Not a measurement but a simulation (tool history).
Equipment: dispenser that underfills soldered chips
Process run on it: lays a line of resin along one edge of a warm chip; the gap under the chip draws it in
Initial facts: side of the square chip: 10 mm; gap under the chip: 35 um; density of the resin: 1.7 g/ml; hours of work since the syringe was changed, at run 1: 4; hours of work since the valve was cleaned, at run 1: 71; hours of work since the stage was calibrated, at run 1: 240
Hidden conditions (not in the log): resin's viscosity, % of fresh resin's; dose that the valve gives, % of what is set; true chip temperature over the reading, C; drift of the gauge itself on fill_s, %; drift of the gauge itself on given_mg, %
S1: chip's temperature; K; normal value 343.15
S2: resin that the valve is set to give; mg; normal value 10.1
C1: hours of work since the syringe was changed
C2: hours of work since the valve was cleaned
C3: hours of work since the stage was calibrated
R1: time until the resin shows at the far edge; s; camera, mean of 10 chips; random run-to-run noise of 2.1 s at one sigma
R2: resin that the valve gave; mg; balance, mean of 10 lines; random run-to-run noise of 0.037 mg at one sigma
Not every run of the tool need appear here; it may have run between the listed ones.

run,hour,S1,S2,C1,C2,C3,R1,R2
1,0.0,343.15,10.1,4,71,240,251.9,9.74
# hour 4.5: new syringe of resin
2,7.6,343.15,10.1,2,76,245,232.2,9.74
# hour 14.4: new syringe of resin
3,16.5,343.15,12.3,1,82,250,228.5,11.81
# hour 24.3: new syringe of resin
4,24.3,331.15,10.1,0,87,255,397.9,9.66
# hour 25.9: dispensing valve cleaned and set on the balance
5,30.7,331.15,10.1,4,3,259,444.7,10.03
# hour 35.5: new syringe of resin
6,37.3,343.15,10.1,1,7,263,226.4,10.11
7,42.8,343.15,10.1,5,11,266,256.6,10.16
# hour 45.8: new syringe of resin
8,51.6,343.15,10.1,4,16,272,247.7,10.02
# hour 55.6: new syringe of resin
9,56.9,343.15,10.1,1,20,275,225.6,10.11
10,63.2,343.15,10.1,5,24,279,250.1,9.98
# hour 65.7: new syringe of resin
11,68.7,351.15,10.1,2,27,283,160.6,10.03
# hour 75.7: new syringe of resin
12,78.3,343.15,10.1,2,33,289,229.3,10.04
13,84.6,343.15,10.0,6,37,293,262.4,9.85
# hour 85.5: new syringe of resin
14,89.0,348.15,10.1,2,40,295,189.0,9.93
# hour 95.4: new syringe of resin
15,96.1,343.15,10.1,0,44,300,222.3,10.02
16,100.6,343.15,10.1,3,47,303,242.3,9.91
# hour 105.6: new syringe of resin
17,106.5,343.15,10.1,1,51,306,219.7,9.93
18,114.4,343.15,10.1,6,56,312,259.7,9.95
# hour 115.6: new syringe of resin
19,119.7,332.15,10.8,3,59,315,414.6,10.57
20,124.2,333.15,13.0,6,62,318,420.2,12.78
# hour 125.9: new syringe of resin
21,133.3,333.15,13.0,5,68,323,420.2,12.62
# hour 136.0: new syringe of resin
22,138.0,339.15,10.6,1,71,326,275.1,10.32
23,145.4,340.15,12.8,6,76,331,303.7,12.48
# hour 146.5: new syringe of resin
24,150.3,330.15,8.8,2,79,334,463.3,8.59
# hour 156.3: new syringe of resin
25,156.3,351.15,11.2,0,82,338,153.2,10.83
# hour 164.3: dispensing valve cleaned and set on the balance
26,165.1,352.15,10.9,5,1,343,172.4,10.90
# hour 167.5: new syringe of resin
27,171.1,352.15,10.9,2,4,347,157.1,10.95
# hour 177.6: new syringe of resin
28,180.0,347.15,10.1,2,10,352,195.8,10.12
29,184.8,347.15,10.1,5,13,355,217.2,10.08
# hour 187.5: new syringe of resin
30,190.6,347.15,10.1,2,17,359,199.7,10.10
# hour 197.3: new syringe of resin
31,197.8,343.15,11.5,0,21,363,228.0,11.44
32,206.4,351.15,9.1,6,27,369,189.1,9.05
# hour 207.5: new syringe of resin
33,215.9,341.15,12.1,6,33,375,293.4,12.03
# hour 217.8: new syringe of resin
34,221.8,343.15,10.6,3,36,379,243.3,10.57
# hour 228.2: new syringe of resin
35,231.6,343.15,9.9,2,42,385,237.3,9.79

Each row is a separate what-if for the run after 35, all from the same tool condition, not one after another. Results?
A,235.5,355.15,10.3,5,45,387,?,?
B,235.5,344.15,9.9,5,45,387,?,?
C,235.5,343.15,10.1,5,45,387,?,?

run,R1,R2
A,152.5,10.20
B,243.4,9.74
C,261.8,9.92
Without the tool's hidden state the same runs would have given:
run,R1,R2
A,125.4,10.34
B,199.1,9.87
C,214.2,10.06

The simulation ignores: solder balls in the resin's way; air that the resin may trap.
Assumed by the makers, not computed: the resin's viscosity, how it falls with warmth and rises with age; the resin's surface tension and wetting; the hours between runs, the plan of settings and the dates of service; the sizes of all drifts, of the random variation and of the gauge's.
